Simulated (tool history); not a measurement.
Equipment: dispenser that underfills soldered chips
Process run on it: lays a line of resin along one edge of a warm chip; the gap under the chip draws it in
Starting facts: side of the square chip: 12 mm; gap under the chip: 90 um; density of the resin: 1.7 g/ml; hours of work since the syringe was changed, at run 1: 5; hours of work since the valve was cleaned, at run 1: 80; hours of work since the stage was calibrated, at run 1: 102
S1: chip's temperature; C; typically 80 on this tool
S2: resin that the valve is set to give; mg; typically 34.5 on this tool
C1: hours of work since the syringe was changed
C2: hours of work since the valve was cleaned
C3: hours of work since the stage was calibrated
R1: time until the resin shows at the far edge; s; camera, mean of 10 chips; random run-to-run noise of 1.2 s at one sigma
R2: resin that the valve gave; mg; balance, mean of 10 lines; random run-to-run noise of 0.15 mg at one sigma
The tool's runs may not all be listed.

run,hour,S1,S2,C1,C2,C3,R1,R2
1,0,80,34.5,5,80,102,171.4,31.94
2,3,80,42.4,6,82,104,189.6,39.13
3,7,80,42.4,9,84,107,227,38.94
# hour 9.5: new syringe of resin
4,11.2,80,42.4,1,87,109,124.2,38.86
5,14.5,80,42.4,3,89,111,143.8,38.61
6,19,80,42.4,6,91,114,181.3,38.73
7,23.1,80,42.4,8,94,116,217.1,38.67
# hour 26.7: new syringe of resin
8,27.2,80,34.5,0,96,118,117.1,31.32
9,29.7,80,34.5,2,98,120,135,31.25
10,35.4,80,34.5,5,101,123,178.4,31.23
11,40,80,34.5,8,104,126,222.3,31.01
12,42.8,72,34.5,10,105,128,341.3,31.07
# hour 43.8: new syringe of resin
13,47.3,93,34.5,2,108,130,87.5,30.92
14,50.2,79,35.8,4,110,132,168.6,32.15
15,55.8,77,37.6,7,113,135,237.7,33.38
# hour 59.3: dispensing valve cleaned and set on the balance
# hour 61.8: new syringe of resin
16,62.1,94,30.8,0,1,138,70.5,30.59
17,65.2,94,30.8,2,3,140,84,30.56

Branching from run 17: 4 alternative next runs. What would each branch give?
A,68.4,79,44.4,4,5,142,?,?
B,68.4,91,44.6,4,5,142,?,?
C,68.4,92,43.9,4,5,142,?,?
D,68.4,94,43.4,4,5,142,?,?

run,R1,R2
A,159.8,44.01
B,102.5,44.43
C,100.2,43.75
D,94.4,43.44
Stripped of hidden state, with their random variation kept, the same runs would have yielded:
run,R1,R2
A,117.5,44.22
B,75.2,44.64
C,73.6,43.96
D,69.6,43.65
